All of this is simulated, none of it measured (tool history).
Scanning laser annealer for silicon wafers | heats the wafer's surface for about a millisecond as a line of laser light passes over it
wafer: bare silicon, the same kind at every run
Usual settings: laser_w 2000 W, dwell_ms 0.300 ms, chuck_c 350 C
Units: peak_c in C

{"run": 1, "day": 0.0, "laser_w": 2000, "dwell_ms": 0.3, "chuck_c": 350, "peak_c": 1080}
{"run": 2, "day": 1.392, "laser_w": 2000, "dwell_ms": 0.3, "chuck_c": 350, "peak_c": 1082}
{"run": 3, "day": 2.783, "laser_w": 2000, "dwell_ms": 0.3, "chuck_c": 350, "peak_c": 1080}
{"run": 4, "day": 4.333, "laser_w": 2000, "dwell_ms": 0.3, "chuck_c": 310, "peak_c": 1038}
{"run": 5, "day": 6.45, "laser_w": 2000, "dwell_ms": 0.3, "chuck_c": 310, "peak_c": 1035}
{"run": 6, "day": 7.425, "laser_w": 2000, "dwell_ms": 0.3, "chuck_c": 310, "peak_c": 1036}
{"run": 7, "day": 8.462, "laser_w": 2000, "dwell_ms": 0.3, "chuck_c": 350, "peak_c": 1071}
{"run": 8, "day": 9.6, "laser_w": 2000, "dwell_ms": 0.3, "chuck_c": 350, "peak_c": 1074}
{"run": 9, "day": 11.604, "laser_w": 2000, "dwell_ms": 0.239, "chuck_c": 350, "peak_c": 991}
{"run": 10, "day": 12.838, "laser_w": 2000, "dwell_ms": 0.239, "chuck_c": 350, "peak_c": 988}
{"run": 11, "day": 15.108, "laser_w": 2000, "dwell_ms": 0.345, "chuck_c": 350, "peak_c": 1126}
{"run": 12, "day": 16.638, "laser_w": 2000, "dwell_ms": 0.3, "chuck_c": 361, "peak_c": 1078}
{"day": 16.908, "done": "window over the wafer cleaned"}
{"run": 13, "day": 19.046, "laser_w": 2000, "dwell_ms": 0.3, "chuck_c": 358, "peak_c": 1071}
{"run": 14, "day": 21.421, "laser_w": 2000, "dwell_ms": 0.3, "chuck_c": 358, "peak_c": 1066}
{"run": 15, "day": 23.058, "laser_w": 2000, "dwell_ms": 0.3, "chuck_c": 350, "peak_c": 1061}
{"run": 16, "day": 25.283, "laser_w": 2000, "dwell_ms": 0.3, "chuck_c": 350, "peak_c": 1053}
{"run": 17, "day": 26.296, "laser_w": 1781, "dwell_ms": 0.3, "chuck_c": 350, "peak_c": 967}
{"day": 28.458, "done": "window over the wafer cleaned, once more"}
{"run": 18, "day": 28.458, "laser_w": 1781, "dwell_ms": 0.3, "chuck_c": 350, "peak_c": 1003}
{"run": 19, "day": 30.204, "laser_w": 1781, "dwell_ms": 0.3, "chuck_c": 350, "peak_c": 999}
{"run": 20, "day": 32.167, "laser_w": 1794, "dwell_ms": 0.249, "chuck_c": 377, "peak_c": 973}
{"day": 33.204, "done": "optics aligned, line set to its width"}
{"run": 21, "day": 34.342, "laser_w": 1794, "dwell_ms": 0.249, "chuck_c": 377, "peak_c": 981}
{"run": 22, "day": 36.675, "laser_w": 2000, "dwell_ms": 0.3, "chuck_c": 353, "peak_c": 1103}
{"run": 23, "day": 37.967, "laser_w": 2000, "dwell_ms": 0.366, "chuck_c": 353, "peak_c": 1188}
{"run": 24, "day": 39.867, "laser_w": 2082, "dwell_ms": 0.331, "chuck_c": 388, "peak_c": 1210}
{"run": 25, "day": 41.938, "laser_w": 1783, "dwell_ms": 0.286, "chuck_c": 382, "peak_c": 1024}
{"run": 26, "day": 43.933, "laser_w": 2120, "dwell_ms": 0.341, "chuck_c": 350, "peak_c": 1198}
{"run": 27, "day": 45.517, "laser_w": 2000, "dwell_ms": 0.338, "chuck_c": 348, "peak_c": 1137}
{"run": 28, "day": 46.633, "laser_w": 2000, "dwell_ms": 0.338, "chuck_c": 348, "peak_c": 1141}
{"run": 29, "day": 48.571, "laser_w": 2000, "dwell_ms": 0.338, "chuck_c": 348, "peak_c": 1137}
{"run": 30, "day": 50.717, "laser_w": 1764, "dwell_ms": 0.237, "chuck_c": 377, "peak_c": 946}
{"run": 31, "day": 52.362, "laser_w": 2078, "dwell_ms": 0.273, "chuck_c": 389, "peak_c": 1122}
{"run": 32, "day": 54.646, "laser_w": 2000, "dwell_ms": 0.3, "chuck_c": 363, "peak_c": 1097}
{"run": 33, "day": 55.967, "laser_w": 2183, "dwell_ms": 0.252, "chuck_c": 357, "peak_c": 1095}
{"run": 34, "day": 57.346, "laser_w": 2183, "dwell_ms": 0.377, "chuck_c": 357, "peak_c": 1270}
{"run": 35, "day": 58.342, "laser_w": 1849, "dwell_ms": 0.298, "chuck_c": 387, "peak_c": 1058}
{"run": 36, "day": 59.817, "laser_w": 1849, "dwell_ms": 0.298, "chuck_c": 387, "peak_c": 1054}
{"run": 37, "day": 62.162, "laser_w": 1950, "dwell_ms": 0.3, "chuck_c": 350, "peak_c": 1059}
{"run": 38, "day": 63.992, "laser_w": 2096, "dwell_ms": 0.22, "chuck_c": 372, "peak_c": 1025}

3 ways to go on from here, each from the tool as it stands after run 38. What would each give?
{"run": "A", "day": 66.3, "laser_w": 1923, "dwell_ms": 0.219, "chuck_c": 362, "peak_c": "?"}
{"run": "B", "day": 66.3, "laser_w": 2096, "dwell_ms": 0.22, "chuck_c": 348, "peak_c": "?"}
{"run": "C", "day": 66.3, "laser_w": 2096, "dwell_ms": 0.224, "chuck_c": 331, "peak_c": "?"}

run=A peak_c=952
run=B peak_c=998
run=C peak_c=985
Without the tool's hidden state the same runs would have given:
run=A peak_c=979
run=B peak_c=1029
run=C peak_c=1016

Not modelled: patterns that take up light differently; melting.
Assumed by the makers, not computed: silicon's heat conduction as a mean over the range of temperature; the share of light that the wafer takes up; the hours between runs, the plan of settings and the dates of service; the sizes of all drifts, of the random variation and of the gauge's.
